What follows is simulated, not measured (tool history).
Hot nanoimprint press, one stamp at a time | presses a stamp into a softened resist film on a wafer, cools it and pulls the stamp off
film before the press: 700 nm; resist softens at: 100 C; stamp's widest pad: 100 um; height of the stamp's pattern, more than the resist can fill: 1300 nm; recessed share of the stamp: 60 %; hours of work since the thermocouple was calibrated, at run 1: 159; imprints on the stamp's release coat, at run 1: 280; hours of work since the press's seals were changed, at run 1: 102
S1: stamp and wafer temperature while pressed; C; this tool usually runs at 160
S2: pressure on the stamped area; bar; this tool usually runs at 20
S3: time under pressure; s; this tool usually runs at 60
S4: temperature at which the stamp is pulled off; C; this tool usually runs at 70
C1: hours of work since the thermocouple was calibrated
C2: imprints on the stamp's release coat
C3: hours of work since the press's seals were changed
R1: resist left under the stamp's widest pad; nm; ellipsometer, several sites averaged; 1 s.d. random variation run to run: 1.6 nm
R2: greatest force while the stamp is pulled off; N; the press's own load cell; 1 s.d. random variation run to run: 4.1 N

{"run": 1, "hour": 0.0, "S1": 160, "S2": 20, "S3": 60, "S4": 70, "C1": 159, "C2": 280, "C3": 102, "R1": 307, "R2": 214}
{"run": 2, "hour": 12.4, "S1": 165, "S2": 20, "S3": 60, "S4": 70, "C1": 167, "C2": 318, "C3": 110, "R1": 216.2, "R2": 219}
{"run": 3, "hour": 20.9, "S1": 165, "S2": 20, "S3": 60, "S4": 70, "C1": 173, "C2": 343, "C3": 116, "R1": 218.2, "R2": 226}
{"run": 4, "hour": 27.5, "S1": 160, "S2": 20, "S3": 52, "S4": 70, "C1": 178, "C2": 363, "C3": 120, "R1": 322.4, "R2": 228}
{"run": 5, "hour": 37.4, "S1": 160, "S2": 20, "S3": 52, "S4": 70, "C1": 184, "C2": 393, "C3": 127, "R1": 327.1, "R2": 229}
{"run": 6, "hour": 47.2, "S1": 160, "S2": 20, "S3": 52, "S4": 70, "C1": 191, "C2": 423, "C3": 134, "R1": 322.8, "R2": 222}
{"run": 7, "hour": 57.3, "S1": 160, "S2": 20, "S3": 52, "S4": 70, "C1": 198, "C2": 454, "C3": 141, "R1": 319.5, "R2": 235}
{"run": 8, "hour": 65.2, "S1": 160, "S2": 20, "S3": 60, "S4": 70, "C1": 203, "C2": 478, "C3": 146, "R1": 305.7, "R2": 231}
{"run": 9, "hour": 77.8, "S1": 160, "S2": 20, "S3": 60, "S4": 70, "C1": 212, "C2": 516, "C3": 154, "R1": 304.2, "R2": 240}
{"run": 10, "hour": 86.5, "S1": 160, "S2": 20, "S3": 60, "S4": 76, "C1": 218, "C2": 542, "C3": 160, "R1": 302.1, "R2": 215}
{"run": 11, "hour": 95.2, "S1": 160, "S2": 20, "S3": 60, "S4": 76, "C1": 224, "C2": 569, "C3": 166, "R1": 302.9, "R2": 217}
{"hour": 99.1, "done": "plate thermocouple calibrated"}
{"run": 12, "hour": 105.6, "S1": 160, "S2": 20, "S3": 69, "S4": 70, "C1": 4, "C2": 591, "C3": 171, "R1": 284.3, "R2": 242}
{"run": 13, "hour": 113.2, "S1": 160, "S2": 20, "S3": 69, "S4": 70, "C1": 10, "C2": 614, "C3": 176, "R1": 283.4, "R2": 230}
{"run": 14, "hour": 120.5, "S1": 160, "S2": 20, "S3": 69, "S4": 70, "C1": 15, "C2": 636, "C3": 181, "R1": 282.5, "R2": 244}
{"run": 15, "hour": 133.1, "S1": 160, "S2": 20, "S3": 69, "S4": 70, "C1": 23, "C2": 675, "C3": 190, "R1": 281.9, "R2": 250}
{"run": 16, "hour": 144.5, "S1": 166, "S2": 28.2, "S3": 60, "S4": 70, "C1": 31, "C2": 709, "C3": 198, "R1": 169.7, "R2": 256}
{"run": 17, "hour": 151.5, "S1": 166, "S2": 28.2, "S3": 60, "S4": 70, "C1": 36, "C2": 730, "C3": 203, "R1": 168, "R2": 250}
{"run": 18, "hour": 156.7, "S1": 152, "S2": 31.8, "S3": 35, "S4": 76, "C1": 39, "C2": 746, "C3": 206, "R1": 489.4, "R2": 235}
{"hour": 169.5, "done": "plate thermocouple calibrated, once more"}
{"run": 19, "hour": 169.5, "S1": 168, "S2": 20, "S3": 60, "S4": 77, "C1": 0, "C2": 776, "C3": 213, "R1": 183.2, "R2": 231}
{"run": 20, "hour": 174.7, "S1": 168, "S2": 20, "S3": 60, "S4": 77, "C1": 4, "C2": 792, "C3": 216, "R1": 184.7, "R2": 229}
{"run": 21, "hour": 183.5, "S1": 168, "S2": 20, "S3": 60, "S4": 60, "C1": 9, "C2": 818, "C3": 222, "R1": 183.5, "R2": 300}
{"run": 22, "hour": 193.9, "S1": 162, "S2": 12.7, "S3": 60, "S4": 70, "C1": 17, "C2": 850, "C3": 229, "R1": 332.6, "R2": 270}
{"run": 23, "hour": 199.7, "S1": 167, "S2": 22, "S3": 118, "S4": 70, "C1": 20, "C2": 867, "C3": 233, "R1": 135.9, "R2": 259}
{"run": 24, "hour": 206.6, "S1": 160, "S2": 29, "S3": 60, "S4": 68, "C1": 25, "C2": 888, "C3": 238, "R1": 270.1, "R2": 273}
{"run": 25, "hour": 217.1, "S1": 155, "S2": 23.6, "S3": 60, "S4": 66, "C1": 32, "C2": 920, "C3": 245, "R1": 403.9, "R2": 274}
{"run": 26, "hour": 224.9, "S1": 160, "S2": 12.5, "S3": 112, "S4": 70, "C1": 38, "C2": 944, "C3": 250, "R1": 297.8, "R2": 268}
{"run": 27, "hour": 234.5, "S1": 160, "S2": 15.2, "S3": 51, "S4": 57, "C1": 44, "C2": 973, "C3": 257, "R1": 369.3, "R2": 334}
{"hour": 246.3, "done": "stamp cleaned and given a new release coat"}
{"run": 28, "hour": 248.9, "S1": 160, "S2": 30.6, "S3": 107, "S4": 57, "C1": 50, "C2": 7, "C3": 263, "R1": 202.9, "R2": 244}
{"run": 29, "hour": 255.3, "S1": 160, "S2": 13.2, "S3": 101, "S4": 57, "C1": 54, "C2": 27, "C3": 267, "R1": 299.6, "R2": 235}

Alternative continuations, all from the tool just after run 29; predict every row:
{"run": "A", "hour": 261.2, "S1": 157, "S2": 13.2, "S3": 101, "S4": 66, "C1": 58, "C2": 45, "C3": 271, "R1": "?", "R2": "?"}
{"run": "B", "hour": 261.2, "S1": 167, "S2": 24.1, "S3": 101, "S4": 77, "C1": 58, "C2": 45, "C3": 271, "R1": "?", "R2": "?"}
{"run": "C", "hour": 261.2, "S1": 160, "S2": 20, "S3": 60, "S4": 73, "C1": 58, "C2": 45, "C3": 271, "R1": "?", "R2": "?"}
{"run": "D", "hour": 261.2, "S1": 160, "S2": 15.1, "S3": 60, "S4": 70, "C1": 58, "C2": 45, "C3": 271, "R1": "?", "R2": "?"}

run=A R1=367 R2=216
run=B R1=138.3 R2=177
run=C R1=312.2 R2=195
run=D R1=345 R2=196
The same runs, with their run-to-run variation unchanged, on a tool lacking any hidden condition would have given:
run=A R1=367.4 R2=213
run=B R1=137.5 R2=175
run=C R1=311.5 R2=193
run=D R1=345 R2=193
